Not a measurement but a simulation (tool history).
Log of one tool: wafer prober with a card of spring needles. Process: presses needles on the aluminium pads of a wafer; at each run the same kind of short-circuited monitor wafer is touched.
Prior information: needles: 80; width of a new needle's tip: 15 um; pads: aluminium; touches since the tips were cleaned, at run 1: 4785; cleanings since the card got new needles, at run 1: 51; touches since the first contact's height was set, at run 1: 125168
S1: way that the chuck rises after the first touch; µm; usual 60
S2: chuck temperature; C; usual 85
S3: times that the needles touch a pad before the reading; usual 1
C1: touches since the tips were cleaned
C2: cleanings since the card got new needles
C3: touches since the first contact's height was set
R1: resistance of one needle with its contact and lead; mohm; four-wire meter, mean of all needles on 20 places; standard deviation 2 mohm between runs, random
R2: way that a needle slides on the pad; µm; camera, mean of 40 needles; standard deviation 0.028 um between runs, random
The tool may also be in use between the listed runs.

Run 1, hour 0: usual settings; C1 4785; C2 51; C3 125168. Result: R1 222 mohm, R2 16.7 µm.
At hour 9.4: tips cleaned on abrasive film.
At hour 42.2: tips cleaned on abrasive film.
Run 2, hour 44.7: usual settings; C1 538; C2 53; C3 135033. Result: R1 216 mohm, R2 16.76 µm.
At hour 56: height of the first contact set anew.
At hour 75: tips cleaned on abrasive film.
Run 3, hour 75: usual settings but S1 55 µm; C1 0; C2 54; C3 4204. Result: R1 221 mohm, R2 15.4 µm.
At hour 107.5: tips cleaned on abrasive film.
Run 4, hour 132.2: usual settings but S1 55 µm; C1 5477; C2 55; C3 16857. Result: R1 221 mohm, R2 15.33 µm.
At hour 142.8: tips cleaned on abrasive film.
At hour 174.4: tips cleaned on abrasive film.
Run 5, hour 197.5: usual settings but S3 2; C1 5105; C2 57; C3 31292. Result: R1 218 mohm, R2 16.7 µm.
At hour 206.3: tips cleaned on abrasive film.
Run 6, hour 233.6: usual settings but S3 2; C1 6061; C2 58; C3 39296. Result: R1 220 mohm, R2 16.65 µm.
At hour 239.6: tips cleaned on abrasive film.
Run 7, hour 264.1: usual settings; C1 5424; C2 59; C3 46032. Result: R1 220 mohm, R2 16.69 µm.
At hour 269.6: tips cleaned on abrasive film.
Run 8, hour 297.1: usual settings; C1 6099; C2 60; C3 53342. Result: R1 220 mohm, R2 16.71 µm.
At hour 300.5: tips cleaned on abrasive film.
At hour 331.9: tips cleaned on abrasive film.
Run 9, hour 349.2: usual settings; C1 3836; C2 62; C3 64839. Result: R1 221 mohm, R2 16.66 µm.
At hour 362.1: tips cleaned on abrasive film.
Run 10, hour 378.9: usual settings; C1 3719; C2 63; C3 71410. Result: R1 223 mohm, R2 16.63 µm.
At hour 392.2: tips cleaned on abrasive film.
At hour 426.1: tips cleaned on abrasive film.
Run 11, hour 448.5: usual settings; C1 4956; C2 65; C3 86801. Result: R1 217 mohm, R2 16.58 µm.
At hour 458.6: tips cleaned on abrasive film.
At hour 493.7: tips cleaned on abrasive film.
Run 12, hour 518.6: usual settings but S1 69 µm; C1 5519; C2 67; C3 102313. Result: R1 220 mohm, R2 19.11 µm.
At hour 526.4: tips cleaned on abrasive film.
At hour 557.6: tips cleaned on abrasive film.
Run 13, hour 563.9: usual settings but S1 56 µm; C1 1401; C2 69; C3 112325. Result: R1 219 mohm, R2 15.45 µm.
At hour 589.8: tips cleaned on abrasive film.
Run 14, hour 611.1: usual settings but S1 56 µm; C1 4726; C2 70; C3 122781. Result: R1 222 mohm, R2 15.44 µm.
At hour 620: tips cleaned on abrasive film.
At hour 640.2: gauge calibrated.
Run 15, hour 644.6: usual settings; C1 5447; C2 71; C3 130176. Result: R1 221 mohm, R2 16.74 µm.
At hour 653.6: tips cleaned on abrasive film.
At hour 675: height of the first contact set anew.
At hour 685.2: tips cleaned on abrasive film.
Run 16, hour 695.3: usual settings; C1 2227; C2 73; C3 4471. Result: R1 223 mohm, R2 16.74 µm.
At hour 717.3: tips cleaned on abrasive film.
Run 17, hour 732: usual settings but S1 40 µm, S3 2; C1 3265; C2 74; C3 12601. Result: R1 226 mohm, R2 11.14 µm.
At hour 749.5: tips cleaned on abrasive film.
At hour 782.8: tips cleaned on abrasive film.
Run 18, hour 794.8: usual settings but S1 40 µm, S3 2; C1 2667; C2 76; C3 26494. Result: R1 229 mohm, R2 11.14 µm.
At hour 813.6: tips cleaned on abrasive film.
Run 19, hour 842.6: usual settings but S1 40 µm, S3 2; C1 6435; C2 77; C3 37064. Result: R1 225 mohm, R2 11.13 µm.
At hour 846.8: tips cleaned on abrasive film.
At hour 880.2: tips cleaned on abrasive film.
Run 20, hour 904.9: usual settings but S1 40 µm, S3 2; C1 5479; C2 79; C3 50841. Result: R1 226 mohm, R2 11.1 µm.
At hour 913.6: tips cleaned on abrasive film.
At hour 944.7: tips cleaned on abrasive film.
Run 21, hour 945.4: usual settings but S1 40 µm, S3 2; C1 141; C2 81; C3 59778. Result: R1 225 mohm, R2 11.09 µm.
At hour 976.7: tips cleaned on abrasive film.
Run 22, hour 1004.7: usual settings but S1 40 µm, S3 2; C1 6212; C2 82; C3 72913. Result: R1 226 mohm, R2 11.11 µm.
At hour 1008: tips cleaned on abrasive film.
At hour 1038.5: tips cleaned on abrasive film.
Run 23, hour 1038.5: usual settings but S1 62 µm, S2 119 C, S3 2; C1 0; C2 84; C3 80380. Result: R1 226 mohm, R2 17.16 µm.
At hour 1070.4: tips cleaned on abrasive film.
Run 24, hour 1092.6: usual settings but S1 59 µm, S2 118 C; C1 4928; C2 85; C3 92350. Result: R1 231 mohm, R2 16.3 µm.
At hour 1102.5: tips cleaned on abrasive film.
At hour 1132.5: tips cleaned on abrasive film.
Run 25, hour 1156.6: usual settings but S1 59 µm, S2 118 C; C1 5361; C2 87; C3 106517. Result: R1 227 mohm, R2 16.36 µm.
At hour 1162.8: tips cleaned on abrasive film.
At hour 1195.5: tips cleaned on abrasive film.
Run 26, hour 1215.4: usual settings but S1 58 µm, S2 94 C, S3 2; C1 4416; C2 89; C3 119509. Result: R1 220 mohm, R2 16.04 µm.
At hour 1225.7: tips cleaned on abrasive film.
At hour 1255.9: tips cleaned on abrasive film.
Run 27, hour 1261.2: usual settings but S1 58 µm; C1 1178; C2 91; C3 129620. Result: R1 221 mohm, R2 15.93 µm.
At hour 1286.1: tips cleaned on abrasive film.
At hour 1297.6: height of the first contact set anew.
Run 28, hour 1298.1: usual settings but S1 64 µm, S2 108 C; C1 2597; C2 92; C3 122. Result: R1 223 mohm, R2 17.62 µm.
At hour 1320.3: tips cleaned on abrasive film.
Run 29, hour 1333.2: usual settings but S1 53 µm; C1 2847; C2 93; C3 7875. Result: R1 220 mohm, R2 14.59 µm.
At hour 1351.8: tips cleaned on abrasive film.
Run 30, hour 1372.9: usual settings but S1 43 µm, S2 68 C, S3 3; C1 4687; C2 94; C3 16677. Result: R1 220 mohm, R2 11.84 µm.

Each row is a separate what-if for the run after 30, all from the same tool condition, not one after another. Results?
At hour 1378.9: gauge calibrated.
At hour 1383.6: tips cleaned on abrasive film.
Run A, hour 1409: usual settings but S1 43 µm, S2 68 C; C1 5628; C2 95; C3 24648. Result: R1 ?, R2 ?.
At hour 1378.9: gauge calibrated.
At hour 1383.6: tips cleaned on abrasive film.
Run B, hour 1409: usual settings but S1 68 µm, S2 25 C, S3 3; C1 5628; C2 95; C3 24648. Result: R1 ?, R2 ?.
At hour 1378.9: gauge calibrated.
At hour 1383.6: tips cleaned on abrasive film.
Run C, hour 1409: usual settings but S1 50 µm, S2 77 C, S3 3; C1 5628; C2 95; C3 24648. Result: R1 ?, R2 ?.

run   R1     R2
  A  221  12.02
  B  201  18.95
  C  223  13.98
Without the tool's unlogged condition, the same runs would have read:
run   R1     R2
  A  219  12.02
  B  201  18.97
  C  223  13.99

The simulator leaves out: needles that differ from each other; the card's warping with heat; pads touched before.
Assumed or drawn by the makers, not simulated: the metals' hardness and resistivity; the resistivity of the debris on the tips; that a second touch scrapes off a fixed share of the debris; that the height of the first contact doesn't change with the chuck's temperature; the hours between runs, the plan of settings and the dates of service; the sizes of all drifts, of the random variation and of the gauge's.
